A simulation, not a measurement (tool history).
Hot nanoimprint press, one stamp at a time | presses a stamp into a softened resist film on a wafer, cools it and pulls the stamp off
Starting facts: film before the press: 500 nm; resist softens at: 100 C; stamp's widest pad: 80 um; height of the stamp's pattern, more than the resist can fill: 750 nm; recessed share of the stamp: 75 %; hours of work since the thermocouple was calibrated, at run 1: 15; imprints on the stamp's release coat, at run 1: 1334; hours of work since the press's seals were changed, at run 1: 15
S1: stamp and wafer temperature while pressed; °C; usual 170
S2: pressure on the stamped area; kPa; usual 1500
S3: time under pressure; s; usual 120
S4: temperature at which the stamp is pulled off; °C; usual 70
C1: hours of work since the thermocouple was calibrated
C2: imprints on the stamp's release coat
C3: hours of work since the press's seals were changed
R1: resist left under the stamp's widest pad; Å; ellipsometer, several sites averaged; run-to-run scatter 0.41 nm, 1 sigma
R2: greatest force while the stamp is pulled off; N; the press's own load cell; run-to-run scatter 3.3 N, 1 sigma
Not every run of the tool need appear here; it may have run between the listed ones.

run   hour   S1    S2   S3  S4  C1    C2  C3    R1   R2
  1    0.0  170  1500  120  70  15  1334  15  2697  225
  2    7.1  170  1500  120  70  18  1347  18  2692  221
  3   15.7  170  1500  120  70  22  1362  22  2691  221
  4   23.3  170  1500  120  70  26  1376  26  2695  221
  5   29.6  170  1500  120  70  28  1387  28  2689  228
  6   37.3  170  1500  120  70  32  1401  32  2690  226
  7   42.5  170  1500   98  70  34  1410  34  2850  231
  8   47.6  170  1500   98  70  37  1419  37  2856  224
  9   53.2  170  1500  120  70  39  1429  39  2692  234
 10   62.9  170  1500  120  70  44  1446  44  2694  232
 11   71.2  169  1640  202  74  47  1461  47  2231  208
 12   76.6  176  2190  202  74  50  1470  50  1569  212
      80.2  -- plate thermocouple calibrated
 13   89.8  176  2190  202  74   4  1489  55  1570  202
 14  100.7  176  2190  202  74   9  1508  59  1570  213
 15  107.5  176  2190  202  74  12  1520  63  1575  207
 16  113.1  167  1650   80  76  15  1530  65  3089  210
 17  120.9  167  1650   80  76  19  1544  69  3092  203

For run 18, what comes out?
     125.7  -- plate thermocouple calibrated, once more
 18  134.8  167  1870  108  68   4  1563  74   ?   ?

Run 18 yielded R1 2661 Å, R2 242 N.
Were there no unlogged condition in the tool, this run, its random variation unchanged, would have produced R1 2672 Å, R2 165 N.
